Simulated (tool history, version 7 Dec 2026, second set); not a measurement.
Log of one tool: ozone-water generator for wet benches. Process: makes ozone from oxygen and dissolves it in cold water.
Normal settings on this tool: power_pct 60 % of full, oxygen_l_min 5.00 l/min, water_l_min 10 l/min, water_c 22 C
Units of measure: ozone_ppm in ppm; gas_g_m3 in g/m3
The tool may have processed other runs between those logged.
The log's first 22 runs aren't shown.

{"run": 23, "hour": 1318.4, "power_pct": 43, "oxygen_l_min": 3.08, "water_l_min": 13, "water_c": 18, "ozone_ppm": 14.3, "gas_g_m3": 149.2}
{"run": 24, "hour": 1400.3, "power_pct": 43, "oxygen_l_min": 3.08, "water_l_min": 12, "water_c": 18, "ozone_ppm": 15.5, "gas_g_m3": 148.6}
{"run": 25, "hour": 1482.6, "power_pct": 43, "oxygen_l_min": 3.08, "water_l_min": 12, "water_c": 18, "ozone_ppm": 15.5, "gas_g_m3": 148.6}
{"run": 26, "hour": 1524.1, "power_pct": 43, "oxygen_l_min": 3.08, "water_l_min": 12, "water_c": 18, "ozone_ppm": 15.4, "gas_g_m3": 148.4}
{"run": 27, "hour": 1605.3, "power_pct": 85, "oxygen_l_min": 3.08, "water_l_min": 12, "water_c": 18, "ozone_ppm": 24.0, "gas_g_m3": 232.7}
{"run": 28, "hour": 1646.1, "power_pct": 85, "oxygen_l_min": 3.08, "water_l_min": 12, "water_c": 18, "ozone_ppm": 24.0, "gas_g_m3": 233.2}
{"run": 29, "hour": 1709.8, "power_pct": 50, "oxygen_l_min": 4.5, "water_l_min": 8, "water_c": 21, "ozone_ppm": 20.5, "gas_g_m3": 132.7}
{"run": 30, "hour": 1783.7, "power_pct": 50, "oxygen_l_min": 4.5, "water_l_min": 8, "water_c": 21, "ozone_ppm": 20.5, "gas_g_m3": 133.3}
{"run": 31, "hour": 1818.8, "power_pct": 54, "oxygen_l_min": 5.0, "water_l_min": 10, "water_c": 29, "ozone_ppm": 15.7, "gas_g_m3": 133.3}
{"run": 32, "hour": 1876.8, "power_pct": 41, "oxygen_l_min": 2.8, "water_l_min": 10, "water_c": 26, "ozone_ppm": 14.7, "gas_g_m3": 150.1}

4 ways to go on from here, each from the tool as it stands after run 32. What would each give?
{"run": "A", "hour": 1937.6, "power_pct": 60, "oxygen_l_min": 5.0, "water_l_min": 10, "water_c": 16, "ozone_ppm": "?", "gas_g_m3": "?"}
{"run": "B", "hour": 1937.6, "power_pct": 68, "oxygen_l_min": 3.91, "water_l_min": 10, "water_c": 16, "ozone_ppm": "?", "gas_g_m3": "?"}
{"run": "C", "hour": 1937.6, "power_pct": 42, "oxygen_l_min": 5.0, "water_l_min": 8, "water_c": 22, "ozone_ppm": "?", "gas_g_m3": "?"}
{"run": "D", "hour": 1937.6, "power_pct": 69, "oxygen_l_min": 2.8, "water_l_min": 11, "water_c": 26, "ozone_ppm": "?", "gas_g_m3": "?"}

run=A ozone_ppm=21.8 gas_g_m3=141.1
run=B ozone_ppm=23.9 gas_g_m3=175.5
run=C ozone_ppm=17.4 gas_g_m3=111.2
run=D ozone_ppm=19.3 gas_g_m3=209.6
Without the tool's hidden state the same runs would have given:
run=A ozone_ppm=24.2 gas_g_m3=152.4
run=B ozone_ppm=26.7 gas_g_m3=191.1
run=C ozone_ppm=18.9 gas_g_m3=117.5
run=D ozone_ppm=21.6 gas_g_m3=228.3
